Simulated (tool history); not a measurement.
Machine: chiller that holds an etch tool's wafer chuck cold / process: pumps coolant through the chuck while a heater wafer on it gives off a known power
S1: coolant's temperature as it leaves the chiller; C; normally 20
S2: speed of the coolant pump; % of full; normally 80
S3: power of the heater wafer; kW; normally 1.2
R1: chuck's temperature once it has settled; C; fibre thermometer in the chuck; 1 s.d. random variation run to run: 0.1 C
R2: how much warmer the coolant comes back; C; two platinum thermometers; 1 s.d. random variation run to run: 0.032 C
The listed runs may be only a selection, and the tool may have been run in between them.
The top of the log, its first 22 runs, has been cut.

run 23 hour=1071.5 | S1=26 S2=97 S3=1.2 | R1=33.3 R2=2.97
run 24 hour=1125.4 | S1=16 S2=97 S3=0.682 | R1=20.1 R2=1.68
run 25 hour=1188.8 | S1=20 S2=85 S3=0.942 | R1=26.4 R2=2.63
run 26 hour=1223.7 | S1=10 S2=99 S3=1.2 | R1=17.3 R2=2.82
run 27 hour=1271.3 | S1=20 S2=63 S3=0.976 | R1=28.5 R2=3.87
run 28 hour=1323.9 | S1=22 S2=90 S3=1.2 | R1=29.8 R2=3.15
run 29 hour=1361.2 | S1=20 S2=92 S3=1.792 | R1=31.3 R2=4.7
run 30 hour=1401.4 | S1=24 S2=75 S3=0.64 | R1=28.9 R2=2.05
run 31 hour=1467.8 | S1=24 S2=75 S3=0.64 | R1=28.9 R2=2.05
run 32 hour=1527.8 | S1=24 S2=75 S3=0.64 | R1=28.9 R2=2.11

Below are 4 alternative next runs, each starting from the tool's condition after run 32. Predict each:
run A hour=1559.6 | S1=20 S2=61 S3=1.15 | R1=? R2=?
run B hour=1559.6 | S1=11 S2=75 S3=0.64 | R1=? R2=?
run C hour=1559.6 | S1=17 S2=61 S3=0.64 | R1=? R2=?
run D hour=1559.6 | S1=20 S2=79 S3=1.2 | R1=? R2=?

run=A R1=30.2 R2=4.75
run=B R1=15.9 R2=2.11
run=C R1=22.6 R2=2.68
run=D R1=28.5 R2=3.7
What these runs would have given with no unlogged condition in the tool:
run=A R1=28.9 R2=4.28
run=B R1=15.2 R2=1.9
run=C R1=21.9 R2=2.42
run=D R1=27.4 R2=3.32
